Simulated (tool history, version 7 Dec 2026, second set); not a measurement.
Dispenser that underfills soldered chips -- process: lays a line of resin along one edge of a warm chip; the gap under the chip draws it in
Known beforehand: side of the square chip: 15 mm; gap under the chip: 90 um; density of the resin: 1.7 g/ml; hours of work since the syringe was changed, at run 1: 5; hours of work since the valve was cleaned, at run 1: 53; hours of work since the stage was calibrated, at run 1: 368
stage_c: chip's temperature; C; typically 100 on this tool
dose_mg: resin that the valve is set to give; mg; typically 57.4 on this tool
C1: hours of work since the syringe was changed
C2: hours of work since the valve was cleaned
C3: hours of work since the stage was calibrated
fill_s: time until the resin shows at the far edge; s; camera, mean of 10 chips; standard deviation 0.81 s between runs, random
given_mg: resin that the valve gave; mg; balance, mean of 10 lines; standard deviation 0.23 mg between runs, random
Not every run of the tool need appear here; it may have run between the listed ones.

run 1 hour=0 | stage_c=100 dose_mg=57.4 | C1=5 C2=53 C3=368 | fill_s=114.9 given_mg=54.62
-- hour=2.2 new syringe of resin
run 2 hour=9.7 | stage_c=100 dose_mg=57.4 | C1=5 C2=59 C3=375 | fill_s=122.7 given_mg=53.98
-- hour=11.9 new syringe of resin
run 3 hour=19 | stage_c=100 dose_mg=57.4 | C1=5 C2=66 C3=382 | fill_s=120.5 given_mg=53.44
-- hour=21.8 new syringe of resin
run 4 hour=28.1 | stage_c=100 dose_mg=57.4 | C1=5 C2=72 C3=388 | fill_s=112 given_mg=53.55
-- hour=30.4 dispensing valve cleaned and set on the balance
-- hour=32.5 new syringe of resin
run 5 hour=36.2 | stage_c=100 dose_mg=57.4 | C1=3 C2=4 C3=393 | fill_s=94.3 given_mg=56.7
-- hour=41.7 new syringe of resin
-- hour=50.6 new syringe of resin
run 6 hour=50.6 | stage_c=113 dose_mg=57.4 | C1=0 C2=14 C3=403 | fill_s=55 given_mg=56.28
-- hour=59.9 new syringe of resin
run 7 hour=64.5 | stage_c=113 dose_mg=57.4 | C1=3 C2=24 C3=413 | fill_s=72 given_mg=56.09
-- hour=69.7 new syringe of resin
run 8 hour=77.4 | stage_c=113 dose_mg=55.2 | C1=6 C2=33 C3=422 | fill_s=87.1 given_mg=53.16
-- hour=78.9 new syringe of resin
run 9 hour=83.7 | stage_c=113 dose_mg=55.2 | C1=3 C2=38 C3=427 | fill_s=76 given_mg=53.63
-- hour=88.2 new syringe of resin
run 10 hour=91.5 | stage_c=100 dose_mg=55.7 | C1=2 C2=43 C3=432 | fill_s=93 given_mg=53.43
-- hour=97.2 new syringe of resin
run 11 hour=105.1 | stage_c=100 dose_mg=61.8 | C1=6 C2=53 C3=442 | fill_s=122.3 given_mg=58.36
-- hour=106.1 new syringe of resin
-- hour=115.1 new syringe of resin
run 12 hour=118.1 | stage_c=94 dose_mg=61.8 | C1=2 C2=62 C3=451 | fill_s=110.7 given_mg=57.91
-- hour=124.2 new syringe of resin
run 13 hour=127.4 | stage_c=94 dose_mg=61.8 | C1=2 C2=68 C3=457 | fill_s=108.1 given_mg=57.93
-- hour=133.6 new syringe of resin
-- hour=135.4 dispensing valve cleaned and set on the balance
run 14 hour=142.9 | stage_c=97 dose_mg=61.8 | C1=6 C2=5 C3=468 | fill_s=137.3 given_mg=61.62
-- hour=144.1 new syringe of resin
-- hour=152.9 new syringe of resin
run 15 hour=155.7 | stage_c=100 dose_mg=61.3 | C1=2 C2=14 C3=477 | fill_s=90.3 given_mg=60.39
-- hour=161.7 new syringe of resin
run 16 hour=168.6 | stage_c=100 dose_mg=61.3 | C1=5 C2=24 C3=486 | fill_s=118.9 given_mg=60.24
-- hour=171 new syringe of resin
run 17 hour=177.9 | stage_c=100 dose_mg=50.3 | C1=5 C2=30 C3=492 | fill_s=121.4 given_mg=48.53
-- hour=180.3 new syringe of resin
run 18 hour=183.9 | stage_c=96 dose_mg=58.6 | C1=3 C2=34 C3=497 | fill_s=108.3 given_mg=56.23
-- hour=190.2 new syringe of resin
run 19 hour=191.8 | stage_c=96 dose_mg=58.6 | C1=1 C2=40 C3=502 | fill_s=95 given_mg=56.58
-- hour=199.1 new syringe of resin
run 20 hour=203.9 | stage_c=96 dose_mg=58.6 | C1=3 C2=48 C3=511 | fill_s=113.1 given_mg=55.95
-- hour=208.6 new syringe of resin
run 21 hour=214 | stage_c=106 dose_mg=51.4 | C1=4 C2=55 C3=518 | fill_s=93.8 given_mg=48.73
-- hour=217.7 new syringe of resin
run 22 hour=223.4 | stage_c=106 dose_mg=51.4 | C1=4 C2=62 C3=524 | fill_s=93 given_mg=48.24
-- hour=226.6 new syringe of resin
run 23 hour=230.8 | stage_c=106 dose_mg=51.4 | C1=3 C2=67 C3=530 | fill_s=85.4 given_mg=48.15
-- hour=235.7 new syringe of resin
-- hour=239.8 dispensing valve cleaned and set on the balance
run 24 hour=243.5 | stage_c=110 dose_mg=60.4 | C1=5 C2=3 C3=538 | fill_s=90.3 given_mg=59.84
-- hour=246.1 new syringe of resin
-- hour=255.5 new syringe of resin
run 25 hour=256.5 | stage_c=89 dose_mg=52.3 | C1=1 C2=12 C3=547 | fill_s=113.9 given_mg=51.72
-- hour=264.4 new syringe of resin
run 26 hour=266.5 | stage_c=89 dose_mg=52.3 | C1=2 C2=19 C3=554 | fill_s=123.6 given_mg=51.31
-- hour=273.7 new syringe of resin
run 27 hour=277.8 | stage_c=93 dose_mg=73.9 | C1=3 C2=27 C3=562 | fill_s=121.4 given_mg=72.46
-- hour=282.6 new syringe of resin
run 28 hour=287.2 | stage_c=114 dose_mg=63.9 | C1=3 C2=33 C3=569 | fill_s=71.1 given_mg=61.92
-- hour=292.4 new syringe of resin
run 29 hour=296.8 | stage_c=110 dose_mg=49.9 | C1=3 C2=40 C3=575 | fill_s=78.2 given_mg=48.12
-- hour=301.6 new syringe of resin
run 30 hour=308.9 | stage_c=100 dose_mg=55 | C1=5 C2=49 C3=584 | fill_s=122 given_mg=53.07
-- hour=310.5 new syringe of resin
-- hour=319.4 new syringe of resin
run 31 hour=319.7 | stage_c=92 dose_mg=71.5 | C1=0 C2=56 C3=591 | fill_s=97.7 given_mg=67.75
-- hour=328.2 new syringe of resin
run 32 hour=333.4 | stage_c=92 dose_mg=71.5 | C1=4 C2=66 C3=601 | fill_s=131.8 given_mg=67.4
-- hour=337.2 new syringe of resin
-- hour=344.2 dispensing valve cleaned and set on the balance
run 33 hour=344.2 | stage_c=100 dose_mg=58.1 | C1=4 C2=0 C3=608 | fill_s=111.4 given_mg=57.57
-- hour=347 new syringe of resin
-- hour=356 new syringe of resin
run 34 hour=356 | stage_c=86 dose_mg=52 | C1=0 C2=8 C3=616 | fill_s=117.8 given_mg=51.66

Branching from run 34: 3 alternative next runs. What would each branch give?
-- hour=365.2 new syringe of resin
run A hour=365.8 | stage_c=92 dose_mg=70.2 | C1=0 C2=15 C3=623 | fill_s=? given_mg=?
-- hour=365.2 new syringe of resin
run B hour=365.8 | stage_c=94 dose_mg=61.1 | C1=0 C2=15 C3=623 | fill_s=? given_mg=?
-- hour=365.2 new syringe of resin
run C hour=365.8 | stage_c=112 dose_mg=74.1 | C1=0 C2=15 C3=623 | fill_s=? given_mg=?

run=A fill_s=101 given_mg=68.92
run=B fill_s=94.9 given_mg=59.77
run=C fill_s=58.3 given_mg=72.33
With no hidden state in the tool, these same runs would have given:
run=A fill_s=94 given_mg=70.11
run=B fill_s=88.3 given_mg=60.81
run=C fill_s=54.4 given_mg=73.58

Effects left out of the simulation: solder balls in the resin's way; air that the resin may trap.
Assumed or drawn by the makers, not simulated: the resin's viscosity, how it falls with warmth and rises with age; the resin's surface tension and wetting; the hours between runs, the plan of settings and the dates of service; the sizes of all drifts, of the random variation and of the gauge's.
